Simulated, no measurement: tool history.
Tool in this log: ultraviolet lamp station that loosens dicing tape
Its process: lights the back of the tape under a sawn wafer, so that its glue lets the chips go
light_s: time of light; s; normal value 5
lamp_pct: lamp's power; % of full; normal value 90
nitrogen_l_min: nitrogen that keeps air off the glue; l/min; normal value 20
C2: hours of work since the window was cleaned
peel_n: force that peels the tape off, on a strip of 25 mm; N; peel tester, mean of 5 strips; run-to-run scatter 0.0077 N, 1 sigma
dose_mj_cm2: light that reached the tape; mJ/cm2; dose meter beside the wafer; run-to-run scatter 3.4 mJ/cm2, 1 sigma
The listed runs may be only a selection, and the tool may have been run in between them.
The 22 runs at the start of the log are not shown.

Run 23, hour 772.2: usual settings but light_s 7 s, nitrogen_l_min 36 l/min; hours of work of the lamp 418; C2 478. Result: peel_n 0.231 N, dose_mj_cm2 541 mJ/cm2.
At hour 775.3: window cleaned of glue's vapour.
Run 24, hour 816.4: usual settings but light_s 7 s, lamp_pct 78 % of full, nitrogen_l_min 10 l/min; hours of work of the lamp 436; C2 17. Result: peel_n 0.862 N, dose_mj_cm2 413 mJ/cm2.
Run 25, hour 838.7: usual settings but light_s 9 s, lamp_pct 78 % of full, nitrogen_l_min 10 l/min; hours of work of the lamp 446; C2 26. Result: peel_n 0.515 N, dose_mj_cm2 527 mJ/cm2.
Run 26, hour 873.2: usual settings but light_s 3 s, lamp_pct 78 % of full, nitrogen_l_min 10 l/min; hours of work of the lamp 460; C2 41. Result: peel_n 2.891 N, dose_mj_cm2 176 mJ/cm2.
Run 27, hour 923.0: usual settings but light_s 2 s, lamp_pct 91 % of full, nitrogen_l_min 22 l/min; hours of work of the lamp 481; C2 61. Result: peel_n 2.959 N, dose_mj_cm2 132 mJ/cm2.
Run 28, hour 959.9: usual settings but lamp_pct 77 % of full, nitrogen_l_min 8 l/min; hours of work of the lamp 496; C2 76. Result: peel_n 1.824 N, dose_mj_cm2 281 mJ/cm2.
Run 29, hour 1005.5: usual settings but light_s 10 s, lamp_pct 76 % of full, nitrogen_l_min 38 l/min; hours of work of the lamp 515; C2 95. Result: peel_n 0.220 N, dose_mj_cm2 533 mJ/cm2.
At hour 1031.4: window cleaned of glue's vapour, once more.
Run 30, hour 1044.3: usual settings but light_s 10 s, lamp_pct 76 % of full, nitrogen_l_min 38 l/min; hours of work of the lamp 531; C2 5. Result: peel_n 0.178 N, dose_mj_cm2 725 mJ/cm2.
Run 31, hour 1071.0: usual settings but light_s 10 s, lamp_pct 76 % of full, nitrogen_l_min 38 l/min; hours of work of the lamp 542; C2 16. Result: peel_n 0.172 N, dose_mj_cm2 715 mJ/cm2.
Run 32, hour 1120.8: usual settings but light_s 7 s, lamp_pct 95 % of full, nitrogen_l_min 9 l/min; hours of work of the lamp 562; C2 37. Result: peel_n 0.397 N, dose_mj_cm2 606 mJ/cm2.
Run 33, hour 1147.6: usual settings but light_s 3 s, lamp_pct 63 % of full, nitrogen_l_min 37 l/min; hours of work of the lamp 573; C2 48. Result: peel_n 1.866 N, dose_mj_cm2 177 mJ/cm2.
Run 34, hour 1184.4: usual settings but lamp_pct 60 % of full, nitrogen_l_min 27 l/min; hours of work of the lamp 589; C2 63. Result: peel_n 1.031 N, dose_mj_cm2 271 mJ/cm2.
Run 35, hour 1234.1: usual settings but light_s 9 s, lamp_pct 70 % of full, nitrogen_l_min 36 l/min; hours of work of the lamp 609; C2 84. Result: peel_n 0.229 N, dose_mj_cm2 563 mJ/cm2.
Run 36, hour 1259.4: usual settings but light_s 9 s, lamp_pct 89 % of full, nitrogen_l_min 6 l/min; hours of work of the lamp 620; C2 94. Result: peel_n 0.381 N, dose_mj_cm2 708 mJ/cm2.
Run 37, hour 1304.1: usual settings but light_s 7 s, lamp_pct 75 % of full, nitrogen_l_min 8 l/min; hours of work of the lamp 638; C2 113. Result: peel_n 0.832 N, dose_mj_cm2 451 mJ/cm2.
Run 38, hour 1331.3: usual settings but light_s 9 s, lamp_pct 96 % of full; hours of work of the lamp 649; C2 124. Result: peel_n 0.187 N, dose_mj_cm2 745 mJ/cm2.

Here are 3 independent what-if runs from the current tool condition. What would each one return?
Run A, hour 1367.1: usual settings but light_s 4 s, lamp_pct 96 % of full, nitrogen_l_min 10 l/min; hours of work of the lamp 664; C2 139. Result: peel_n ?, dose_mj_cm2 ?.
Run B, hour 1367.1: usual settings but light_s 2 s, nitrogen_l_min 7 l/min; hours of work of the lamp 664; C2 139. Result: peel_n ?, dose_mj_cm2 ?.
Run C, hour 1367.1: usual settings but lamp_pct 62 % of full, nitrogen_l_min 11 l/min; hours of work of the lamp 664; C2 139. Result: peel_n ?, dose_mj_cm2 ?.

run  peel_n  dose_mj_cm2
  A   1.323          325
  B   3.528          154
  C   1.734          267
Stripped of hidden state, with their random variation kept, the same runs would have yielded:
run  peel_n  dose_mj_cm2
  A   0.668          467
  B   2.552          220
  C   0.952          382
